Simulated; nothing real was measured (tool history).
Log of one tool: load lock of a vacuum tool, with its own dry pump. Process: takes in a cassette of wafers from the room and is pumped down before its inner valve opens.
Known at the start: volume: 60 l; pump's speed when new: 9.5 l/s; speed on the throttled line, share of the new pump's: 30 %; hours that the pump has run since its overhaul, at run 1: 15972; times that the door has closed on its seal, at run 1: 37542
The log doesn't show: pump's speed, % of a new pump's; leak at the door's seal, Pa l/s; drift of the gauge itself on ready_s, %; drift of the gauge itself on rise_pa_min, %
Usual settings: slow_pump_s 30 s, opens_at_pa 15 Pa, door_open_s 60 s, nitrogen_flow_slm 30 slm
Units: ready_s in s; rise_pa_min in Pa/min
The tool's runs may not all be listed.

| run | hour | slow_pump_s | opens_at_pa | door_open_s | nitrogen_flow_slm | hours that the pump has run since its overhaul | times that the door has closed on its seal | incoming humidity of the room's air, % | ready_s | rise_pa_min |
|---|---|---|---|---|---|---|---|---|---|---|
| 1 | 0 | 30 | 15 | 60 | 30 | 15972 | 37542 | 44.7 | 77.5 | 0.023 |
| 2 | 246.4 | 30 | 15 | 91 | 30 | 16218 | 38144 | 46.1 | 76.6 | 0.028 |
| 3 | 657.4 | 30 | 15 | 60 | 30 | 16629 | 39147 | 45 | 76.9 | 0.02 |
|  | 791.4 | dry pump taken out, an overhauled one fitted |
| 4 | 1056.9 | 30 | 15 | 60 | 30 | 265 | 40107 | 40.8 | 76.8 | 0.02 |
| 5 | 1309.8 | 30 | 13 | 60 | 30 | 518 | 40724 | 44.6 | 77.5 | 0.019 |
| 6 | 1606.2 | 30 | 13 | 60 | 30 | 815 | 41448 | 45.3 | 77.6 | 0.022 |
| 7 | 1997.9 | 30 | 13 | 61 | 30 | 1207 | 42404 | 46.3 | 77.9 | 0.022 |
|  | 2198.3 | door's seal changed, seat wiped |
| 8 | 2385.2 | 30 | 15 | 60 | 30 | 1592 | 456 | 48.6 | 77.1 | 0.021 |
| 9 | 2728.1 | 25 | 15 | 60 | 30 | 1935 | 1293 | 45.6 | 73.3 | 0.018 |
| 10 | 2996.1 | 25 | 15 | 60 | 30 | 2203 | 1947 | 46.3 | 73.6 | 0.021 |
| 11 | 3389.4 | 30 | 15 | 60 | 30 | 2597 | 2907 | 42.7 | 77.1 | 0.024 |
| 12 | 3627.3 | 30 | 15 | 74 | 30 | 2834 | 3487 | 45.2 | 76.8 | 0.018 |
| 13 | 3878.7 | 30 | 13 | 60 | 30 | 3086 | 4101 | 47 | 78.1 | 0.015 |
| 14 | 4186.5 | 30 | 13 | 60 | 30 | 3394 | 4852 | 41.4 | 77.8 | 0.021 |
| 15 | 4382.2 | 30 | 13 | 60 | 30 | 3589 | 5330 | 46.4 | 77.7 | 0.021 |
| 16 | 4700.9 | 30 | 13 | 96 | 17 | 3908 | 6108 | 46.9 | 77.3 | 0.042 |
| 17 | 4993 | 30 | 13 | 96 | 17 | 4200 | 6821 | 47.1 | 78.3 | 0.046 |
| 18 | 5355.4 | 30 | 13 | 96 | 17 | 4562 | 7705 | 42.9 | 77.2 | 0.032 |
| 19 | 5696 | 30 | 13 | 96 | 17 | 4903 | 8536 | 45.4 | 77.7 | 0.033 |
| 20 | 5935.3 | 30 | 13 | 96 | 17 | 5142 | 9120 | 44.3 | 77.7 | 0.031 |
| 21 | 6363.2 | 30 | 13 | 96 | 17 | 5570 | 10164 | 45.4 | 77.7 | 0.04 |
| 22 | 6771.8 | 27 | 21 | 222 | 8 | 5979 | 11162 | 42.8 | 72.6 | 0.088 |
| 23 | 7167.9 | 32 | 15 | 60 | 6 | 6375 | 12129 | 44.7 | 78.4 | 0.044 |
| 24 | 7480.9 | 30 | 26 | 60 | 4 | 6688 | 12892 | 47 | 73.1 | 0.047 |
| 25 | 7908.7 | 30 | 26 | 60 | 4 | 7116 | 13936 | 46 | 73.5 | 0.046 |
| 26 | 8103.1 | 50 | 16 | 60 | 18 | 7310 | 14411 | 42.2 | 90.7 | 0.025 |
| 27 | 8332.8 | 50 | 16 | 60 | 18 | 7540 | 14971 | 44.8 | 90.8 | 0.026 |
| 28 | 8635.5 | 49 | 11 | 61 | 15 | 7843 | 15710 | 43.5 | 92.1 | 0.027 |

Forecast each of these 3 alternatives for the next run:
| A | 8913.5 | 49 | 18 | 164 | 18 | 8121 | 16389 | 45 | ? | ? |
| B | 8913.5 | 55 | 15 | 61 | 42 | 8121 | 16389 | 45.6 | ? | ? |
| C | 8913.5 | 49 | 15 | 61 | 15 | 8121 | 16389 | 47.7 | ? | ? |

| run | ready_s | rise_pa_min |
|---|---|---|
| A | 88.6 | 0.051 |
| B | 94.3 | 0.015 |
| C | 90.1 | 0.029 |
Without the tool's hidden state the same runs would have given:
| run | ready_s | rise_pa_min |
|---|---|---|
| A | 88.6 | 0.05 |
| B | 94.3 | 0.015 |
| C | 90.1 | 0.029 |
